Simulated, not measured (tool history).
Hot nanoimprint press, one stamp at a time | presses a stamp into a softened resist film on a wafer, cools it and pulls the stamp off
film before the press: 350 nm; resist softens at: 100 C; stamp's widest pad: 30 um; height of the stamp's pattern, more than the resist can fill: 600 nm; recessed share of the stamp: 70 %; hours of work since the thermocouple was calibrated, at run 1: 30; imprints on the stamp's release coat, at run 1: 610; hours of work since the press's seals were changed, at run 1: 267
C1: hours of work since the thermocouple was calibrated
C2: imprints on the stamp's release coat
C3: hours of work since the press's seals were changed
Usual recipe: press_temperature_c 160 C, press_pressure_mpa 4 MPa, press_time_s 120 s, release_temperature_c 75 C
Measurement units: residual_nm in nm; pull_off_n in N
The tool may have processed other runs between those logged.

run 1 hour=0 | press_temperature_c=160 press_pressure_mpa=4 press_time_s=120 release_temperature_c=75 | C1=30 C2=610 C3=267 | residual_nm=148.4 pull_off_n=119
run 2 hour=11.6 | press_temperature_c=160 press_pressure_mpa=4 press_time_s=120 release_temperature_c=78 | C1=37 C2=650 C3=274 | residual_nm=147.4 pull_off_n=106
run 3 hour=23.8 | press_temperature_c=160 press_pressure_mpa=4 press_time_s=120 release_temperature_c=78 | C1=45 C2=692 C3=282 | residual_nm=148.5 pull_off_n=106
run 4 hour=38.5 | press_temperature_c=160 press_pressure_mpa=4 press_time_s=120 release_temperature_c=75 | C1=54 C2=743 C3=291 | residual_nm=148 pull_off_n=116
run 5 hour=51.1 | press_temperature_c=160 press_pressure_mpa=4 press_time_s=120 release_temperature_c=75 | C1=62 C2=786 C3=299 | residual_nm=148.3 pull_off_n=117
run 6 hour=59.6 | press_temperature_c=160 press_pressure_mpa=4 press_time_s=120 release_temperature_c=75 | C1=67 C2=816 C3=304 | residual_nm=148.2 pull_off_n=115
run 7 hour=78.4 | press_temperature_c=160 press_pressure_mpa=4 press_time_s=120 release_temperature_c=75 | C1=79 C2=880 C3=316 | residual_nm=148.8 pull_off_n=114
run 8 hour=88.5 | press_temperature_c=160 press_pressure_mpa=4 press_time_s=120 release_temperature_c=75 | C1=85 C2=915 C3=322 | residual_nm=148.4 pull_off_n=118
run 9 hour=103.8 | press_temperature_c=160 press_pressure_mpa=4 press_time_s=120 release_temperature_c=70 | C1=94 C2=968 C3=331 | residual_nm=149.7 pull_off_n=132
run 10 hour=113.9 | press_temperature_c=160 press_pressure_mpa=4 press_time_s=120 release_temperature_c=70 | C1=101 C2=1003 C3=338 | residual_nm=148.5 pull_off_n=132
run 11 hour=123.3 | press_temperature_c=160 press_pressure_mpa=4 press_time_s=120 release_temperature_c=70 | C1=106 C2=1035 C3=343 | residual_nm=148.4 pull_off_n=134
run 12 hour=141.5 | press_temperature_c=160 press_pressure_mpa=4 press_time_s=120 release_temperature_c=70 | C1=118 C2=1098 C3=355 | residual_nm=148.3 pull_off_n=132
run 13 hour=152.7 | press_temperature_c=160 press_pressure_mpa=4 press_time_s=120 release_temperature_c=70 | C1=125 C2=1136 C3=362 | residual_nm=149.6 pull_off_n=134
run 14 hour=162 | press_temperature_c=160 press_pressure_mpa=4 press_time_s=120 release_temperature_c=70 | C1=131 C2=1168 C3=368 | residual_nm=148.4 pull_off_n=133
run 15 hour=176.4 | press_temperature_c=160 press_pressure_mpa=3.06 press_time_s=120 release_temperature_c=75 | C1=140 C2=1218 C3=377 | residual_nm=167 pull_off_n=117
-- hour=184.2 stamp cleaned and given a new release coat
run 16 hour=193.8 | press_temperature_c=160 press_pressure_mpa=4 press_time_s=120 release_temperature_c=78 | C1=147 C2=34 C3=384 | residual_nm=149.5 pull_off_n=108
run 17 hour=207.4 | press_temperature_c=160 press_pressure_mpa=4 press_time_s=120 release_temperature_c=78 | C1=155 C2=80 C3=392 | residual_nm=149.2 pull_off_n=104
run 18 hour=220.6 | press_temperature_c=160 press_pressure_mpa=4 press_time_s=120 release_temperature_c=78 | C1=163 C2=126 C3=400 | residual_nm=148.9 pull_off_n=106
run 19 hour=239.5 | press_temperature_c=161 press_pressure_mpa=5.14 press_time_s=68 release_temperature_c=66 | C1=175 C2=191 C3=412 | residual_nm=163.2 pull_off_n=145
run 20 hour=249 | press_temperature_c=157 press_pressure_mpa=3.39 press_time_s=101 release_temperature_c=75 | C1=181 C2=224 C3=418 | residual_nm=189.8 pull_off_n=117
run 21 hour=267.4 | press_temperature_c=149 press_pressure_mpa=5.62 press_time_s=142 release_temperature_c=68 | C1=192 C2=287 C3=429 | residual_nm=186.6 pull_off_n=138
run 22 hour=281.3 | press_temperature_c=149 press_pressure_mpa=5.62 press_time_s=142 release_temperature_c=68 | C1=201 C2=335 C3=438 | residual_nm=187.5 pull_off_n=138
run 23 hour=292 | press_temperature_c=149 press_pressure_mpa=5.62 press_time_s=142 release_temperature_c=68 | C1=208 C2=372 C3=445 | residual_nm=187.3 pull_off_n=134
run 24 hour=301.6 | press_temperature_c=150 press_pressure_mpa=6.29 press_time_s=120 release_temperature_c=75 | C1=214 C2=405 C3=451 | residual_nm=182.9 pull_off_n=117
run 25 hour=310.7 | press_temperature_c=150 press_pressure_mpa=6.29 press_time_s=120 release_temperature_c=75 | C1=219 C2=436 C3=456 | residual_nm=185 pull_off_n=116
run 26 hour=326.8 | press_temperature_c=170 press_pressure_mpa=6.29 press_time_s=120 release_temperature_c=75 | C1=229 C2=492 C3=466 | residual_nm=84.3 pull_off_n=115
run 27 hour=338.3 | press_temperature_c=158 press_pressure_mpa=6.21 press_time_s=192 release_temperature_c=65 | C1=236 C2=531 C3=473 | residual_nm=110 pull_off_n=155
run 28 hour=355.9 | press_temperature_c=158 press_pressure_mpa=6.21 press_time_s=192 release_temperature_c=65 | C1=247 C2=592 C3=484 | residual_nm=109.2 pull_off_n=146
run 29 hour=373.1 | press_temperature_c=158 press_pressure_mpa=6.21 press_time_s=192 release_temperature_c=72 | C1=258 C2=651 C3=495 | residual_nm=109.3 pull_off_n=127
run 30 hour=388.4 | press_temperature_c=158 press_pressure_mpa=6.21 press_time_s=192 release_temperature_c=72 | C1=268 C2=704 C3=505 | residual_nm=109.5 pull_off_n=124

Selected run-to-run steps in residual_nm, each split into two signed amounts: the part the tool would show with no hidden state at all (from settings, incoming material and random variation), and the remainder, which goes to the hidden state together with any gauge scatter not common to the measured and the hidden-state-free results:
Unlogged tool condition in this case: true temperature over the reading, C; pressure that arrives at the usual setting, %; grip of the stamp's worn release coat, % over a new coat's; drift of the gauge itself on residual_nm, %; drift of the gauge itself on pull_off_n, %.
Run 18 -> 19: press_temperature_c 160 -> 161, press_pressure_mpa 4 -> 5.14, press_time_s 120 -> 68, release_temperature_c 78 -> 66. residual_nm +14.3 nm: hidden state +0.4, all else +13.9.
Run 19 -> 20: press_temperature_c 161 -> 157, press_pressure_mpa 5.14 -> 3.39, press_time_s 68 -> 101, release_temperature_c 66 -> 75. residual_nm +26.6 nm: hidden state +0.3, all else +26.3.
Run 25 -> 26: press_temperature_c 150 -> 170. residual_nm -100.7 nm: hidden state -1.3, all else -99.4.
Run 26 -> 27: press_temperature_c 170 -> 158, press_pressure_mpa 6.29 -> 6.21, press_time_s 120 -> 192, release_temperature_c 75 -> 65. residual_nm +25.7 nm: hidden state +0.4, all else +25.3.

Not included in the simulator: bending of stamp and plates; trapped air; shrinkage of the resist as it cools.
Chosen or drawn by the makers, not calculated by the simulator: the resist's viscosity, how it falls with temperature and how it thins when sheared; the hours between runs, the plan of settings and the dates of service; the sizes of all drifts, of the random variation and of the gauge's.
